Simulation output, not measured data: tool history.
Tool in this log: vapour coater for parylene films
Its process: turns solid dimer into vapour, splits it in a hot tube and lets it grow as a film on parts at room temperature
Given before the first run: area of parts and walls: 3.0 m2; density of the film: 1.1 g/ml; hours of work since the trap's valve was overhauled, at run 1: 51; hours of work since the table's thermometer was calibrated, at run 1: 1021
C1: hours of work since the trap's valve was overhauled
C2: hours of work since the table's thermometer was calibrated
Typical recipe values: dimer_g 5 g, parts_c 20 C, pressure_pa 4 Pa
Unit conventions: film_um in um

Run 1, hour 0: usual settings; C1 51; C2 1021. Result: film_um 0.762 um.
Run 2, hour 52.4: usual settings; C1 75; C2 1045. Result: film_um 0.764 um.
Run 3, hour 116.6: usual settings but dimer_g 4 g; C1 104; C2 1074. Result: film_um 0.61 um.
Run 4, hour 175.3: usual settings but dimer_g 4 g, pressure_pa 3.58 Pa; C1 131; C2 1101. Result: film_um 0.621 um.
Run 5, hour 235.7: usual settings but dimer_g 4 g, pressure_pa 3.58 Pa; C1 158; C2 1128. Result: film_um 0.618 um.
Run 6, hour 267: usual settings but dimer_g 2 g; C1 173; C2 1143. Result: film_um 0.306 um.
Run 7, hour 301: usual settings but dimer_g 2 g; C1 188; C2 1158. Result: film_um 0.305 um.
At hour 367.7: trap's valve overhauled.
Run 8, hour 371.6: usual settings; C1 2; C2 1188. Result: film_um 0.764 um.
Run 9, hour 424.4: usual settings; C1 26; C2 1212. Result: film_um 0.763 um.
Run 10, hour 475.1: usual settings but parts_c 26 C; C1 49; C2 1235. Result: film_um 0.641 um.
Run 11, hour 524.8: usual settings but parts_c 26 C; C1 71; C2 1258. Result: film_um 0.644 um.
Run 12, hour 588: usual settings but parts_c 26 C; C1 100; C2 1286. Result: film_um 0.642 um.
Run 13, hour 632.7: usual settings but parts_c 26 C; C1 120; C2 1306. Result: film_um 0.641 um.
Run 14, hour 678.7: usual settings but parts_c 26 C; C1 141; C2 1327. Result: film_um 0.64 um.
Run 15, hour 732.1: usual settings but parts_c 26 C; C1 165; C2 1352. Result: film_um 0.639 um.
Run 16, hour 788.9: usual settings; C1 191; C2 1377. Result: film_um 0.763 um.
At hour 848.9: trap's valve overhauled.
Run 17, hour 853.6: usual settings; C1 2; C2 1405. Result: film_um 0.763 um.
Run 18, hour 899.5: usual settings but parts_c 17 C; C1 23; C2 1426. Result: film_um 0.831 um.
Run 19, hour 944.5: usual settings; C1 43; C2 1446. Result: film_um 0.763 um.
Run 20, hour 979.3: usual settings; C1 59; C2 1462. Result: film_um 0.76 um.
Run 21, hour 1047.7: usual settings; C1 90; C2 1493. Result: film_um 0.763 um.
Run 22, hour 1079.9: usual settings; C1 105; C2 1507. Result: film_um 0.765 um.
Run 23, hour 1111.2: usual settings but pressure_pa 4.55 Pa; C1 119; C2 1522. Result: film_um 0.75 um.
Run 24, hour 1167.6: usual settings but parts_c 26 C, pressure_pa 6.22 Pa; C1 144; C2 1547. Result: film_um 0.607 um.
Run 25, hour 1233.1: usual settings but dimer_g 3 g, pressure_pa 5.27 Pa; C1 174; C2 1577. Result: film_um 0.441 um.
Run 26, hour 1263.7: usual settings but parts_c 22 C; C1 188; C2 1591. Result: film_um 0.723 um.
Run 27, hour 1319.4: usual settings but dimer_g 3 g, parts_c 21 C, pressure_pa 8.59 Pa; C1 213; C2 1616. Result: film_um 0.404 um.
At hour 1333.6: trap's valve overhauled.
Run 28, hour 1372.3: usual settings but dimer_g 4 g, parts_c 15 C, pressure_pa 8.59 Pa; C1 18; C2 1638. Result: film_um 0.646 um.
Run 29, hour 1441.1: usual settings but dimer_g 4 g, parts_c 15 C, pressure_pa 8.59 Pa; C1 49; C2 1669. Result: film_um 0.645 um.

What will run 30 give?
At hour 1491.3: table's thermometer calibrated.
Run 30, hour 1499.2: usual settings but dimer_g 4 g, parts_c 15 C, pressure_pa 8.59 Pa; C1 75; C2 4. Result: film_um ?.

Run 30 produced film_um 0.644 um.
If the tool had no hidden condition, the same run with the same run-to-run variation would have returned film_um 0.644 um.

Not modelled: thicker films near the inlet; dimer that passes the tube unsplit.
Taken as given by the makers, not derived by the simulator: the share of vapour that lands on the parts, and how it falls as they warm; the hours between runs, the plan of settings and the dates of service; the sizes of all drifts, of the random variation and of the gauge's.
